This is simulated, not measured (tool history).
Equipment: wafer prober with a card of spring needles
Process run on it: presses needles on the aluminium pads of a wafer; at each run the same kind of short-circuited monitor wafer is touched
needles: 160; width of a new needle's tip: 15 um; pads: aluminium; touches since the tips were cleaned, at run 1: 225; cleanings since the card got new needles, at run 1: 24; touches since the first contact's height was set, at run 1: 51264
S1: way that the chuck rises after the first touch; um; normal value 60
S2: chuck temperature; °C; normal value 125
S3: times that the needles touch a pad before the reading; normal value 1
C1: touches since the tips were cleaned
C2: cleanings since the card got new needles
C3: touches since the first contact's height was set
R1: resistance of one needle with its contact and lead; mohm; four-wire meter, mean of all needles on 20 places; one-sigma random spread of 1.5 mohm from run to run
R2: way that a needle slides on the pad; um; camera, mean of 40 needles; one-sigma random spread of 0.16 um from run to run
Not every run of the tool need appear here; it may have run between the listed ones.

run	day	S1	S2	S3	C1	C2	C3	R1	R2
1	0.000	60	125	1	225	24	51264	135	15.77
# day 0.204: tips cleaned on abrasive film
# day 0.425: tips cleaned on abrasive film
2	0.512	60	33	1	780	26	55794	123	15.65
# day 0.629: tips cleaned on abrasive film
# day 0.867: tips cleaned on abrasive film
# day 1.071: tips cleaned on abrasive film
3	1.071	41	125	1	0	29	60699	139	10.80
# day 1.283: tips cleaned on abrasive film
4	1.442	60	125	1	1392	30	63959	136	15.69
# day 1.492: tips cleaned on abrasive film
# day 1.708: tips cleaned on abrasive film
5	1.783	60	125	1	697	32	66977	135	15.86
# day 1.917: tips cleaned on abrasive film
# day 2.125: tips cleaned on abrasive film
6	2.217	45	125	1	823	34	70791	139	11.91
# day 2.346: tips cleaned on abrasive film
# day 2.554: tips cleaned on abrasive film
# day 2.767: tips cleaned on abrasive film
7	2.792	45	125	1	233	37	75839	137	11.90
# day 3.004: tips cleaned on abrasive film
# day 3.242: tips cleaned on abrasive film
8	3.396	45	125	1	1364	39	81165	139	11.84
# day 3.454: tips cleaned on abrasive film
# day 3.671: tips cleaned on abrasive film
9	3.817	45	125	1	1319	41	84872	137	11.59
# day 3.892: tips cleaned on abrasive film
# day 4.133: tips cleaned on abrasive film
10	4.233	60	125	1	910	43	88550	136	15.70
# day 4.346: tips cleaned on abrasive film
# day 4.583: tips cleaned on abrasive film
11	4.583	60	67	1	10	45	91626	129	15.53
# day 4.817: tips cleaned on abrasive film
# day 5.046: tips cleaned on abrasive film
12	5.146	60	67	1	917	47	96596	126	16.15
# day 5.283: tips cleaned on abrasive film
# day 5.512: tips cleaned on abrasive film
13	5.550	60	67	1	360	49	100147	127	15.90
# day 5.721: tips cleaned on abrasive film
14	5.858	60	26	2	1244	50	102882	120	15.66
# day 5.933: tips cleaned on abrasive film
15	6.129	71	71	1	1756	51	105251	125	18.62
# day 6.171: tips cleaned on abrasive film
# day 6.408: tips cleaned on abrasive film
16	6.429	44	52	2	190	53	107876	130	11.53
# day 6.612: tips cleaned on abrasive film
# day 6.829: tips cleaned on abrasive film
17	6.896	44	52	2	598	55	111997	130	11.32
# day 7.050: tips cleaned on abrasive film
# day 7.275: tips cleaned on abrasive film
18	7.367	60	125	1	829	57	116155	136	15.79
# day 7.425: height of the first contact set anew
# day 7.529: tips cleaned on abrasive film
# day 7.733: tips cleaned on abrasive film
# day 7.950: tips cleaned on abrasive film
19	7.967	60	125	1	147	60	4743	136	15.83
# day 8.171: tips cleaned on abrasive film
20	8.238	74	125	2	598	61	7130	131	19.23
# day 8.412: tips cleaned on abrasive film
# day 8.642: tips cleaned on abrasive film
21	8.704	70	59	3	532	63	11240	125	18.28
# day 8.879: tips cleaned on abrasive film
# day 9.100: tips cleaned on abrasive film
22	9.179	68	125	1	700	65	15424	134	17.78
# day 9.312: tips cleaned on abrasive film
# day 9.521: tips cleaned on abrasive film
23	9.621	41	72	3	896	67	19341	130	10.61
# day 9.767: tips cleaned on abrasive film
24	9.962	41	35	2	1736	68	22352	127	10.96
# day 9.996: tips cleaned on abrasive film
# day 10.204: tips cleaned on abrasive film
# day 10.454: tips cleaned on abrasive film
25	10.471	73	125	1	165	71	26806	131	19.09
# day 10.662: tips cleaned on abrasive film
# day 10.888: tips cleaned on abrasive film
26	10.975	47	75	1	797	73	31254	131	12.26

Below are 4 alternative next runs, each starting from the tool's condition after run 26. Predict each:
# day 11.121: tips cleaned on abrasive film
A	11.312	69	75	1	1695	74	34237	?	?
# day 11.121: tips cleaned on abrasive film
B	11.312	47	75	2	1695	74	34237	?	?
# day 11.121: tips cleaned on abrasive film
C	11.312	42	64	1	1695	74	34237	?	?
# day 11.121: tips cleaned on abrasive film
D	11.312	47	75	1	1695	74	34237	?	?

run	R1	R2
A	130	18.03
B	133	12.38
C	131	11.10
D	131	12.42
With no hidden state in the tool, these same runs would have given:
run	R1	R2
A	130	18.04
B	133	12.39
C	131	11.10
D	131	12.43
